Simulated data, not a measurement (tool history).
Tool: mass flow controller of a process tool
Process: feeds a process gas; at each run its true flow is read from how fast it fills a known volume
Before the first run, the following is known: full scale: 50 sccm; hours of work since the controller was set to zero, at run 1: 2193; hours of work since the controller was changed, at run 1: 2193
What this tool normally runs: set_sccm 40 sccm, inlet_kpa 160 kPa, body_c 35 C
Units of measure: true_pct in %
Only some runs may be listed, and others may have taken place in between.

| run | hour | set_sccm | inlet_kpa | body_c | hours of work since the controller was set to zero | hours of work since the controller was changed | true_pct |
|---|---|---|---|---|---|---|---|
| 1 | 0.0 | 40 | 160 | 35 | 2193 | 2193 | 98.43 |
| 2 | 143.5 | 40 | 160 | 33 | 2307 | 2307 | 98.08 |
| 3 | 308.2 | 13 | 160 | 35 | 2437 | 2437 | 96.15 |
| 4 | 463.5 | 40 | 183 | 35 | 2560 | 2560 | 98.28 |
| 5 | 624.7 | 40 | 183 | 35 | 2687 | 2687 | 98.09 |
| 6 | 738.8 | 40 | 160 | 35 | 2777 | 2777 | 97.83 |
| 7 | 914.3 | 40 | 160 | 35 | 2916 | 2916 | 97.79 |
| 8 | 1042.3 | 40 | 160 | 35 | 3017 | 3017 | 97.63 |
| 9 | 1228.6 | 40 | 205 | 35 | 3164 | 3164 | 97.85 |
| 10 | 1401.5 | 22 | 198 | 34 | 3301 | 3301 | 96.48 |
| 11 | 1614.1 | 7 | 146 | 35 | 3469 | 3469 | 94.01 |
| 12 | 1747.2 | 40 | 277 | 25 | 3574 | 3574 | 97.09 |
| 13 | 1852.2 | 33 | 250 | 35 | 3657 | 3657 | 97.30 |
| 14 | 2013.9 | 33 | 250 | 35 | 3785 | 3785 | 97.20 |
| 15 | 2117.5 | 37 | 168 | 36 | 3867 | 3867 | 97.03 |
| 16 | 2300.1 | 37 | 168 | 36 | 4011 | 4011 | 96.99 |
| 17 | 2433.2 | 6 | 168 | 36 | 4116 | 4116 | 93.04 |
| 18 | 2583.7 | 32 | 160 | 35 | 4235 | 4235 | 96.28 |

What if the next run were any one of these 4? Each begins from the tool's condition after run 18:
| A | 2676.8 | 32 | 141 | 35 | 4309 | 4309 | ? |
| B | 2676.8 | 40 | 160 | 39 | 4309 | 4309 | ? |
| C | 2676.8 | 6 | 190 | 35 | 4309 | 4309 | ? |
| D | 2676.8 | 32 | 160 | 25 | 4309 | 4309 | ? |

| run | true_pct |
|---|---|
| A | 96.17 |
| B | 97.21 |
| C | 92.79 |
| D | 95.40 |
With the hidden condition removed and each run's random variation left untouched, the same runs would have given:
| run | true_pct |
|---|---|
| A | 99.63 |
| B | 100.57 |
| C | 98.51 |
| D | 98.86 |
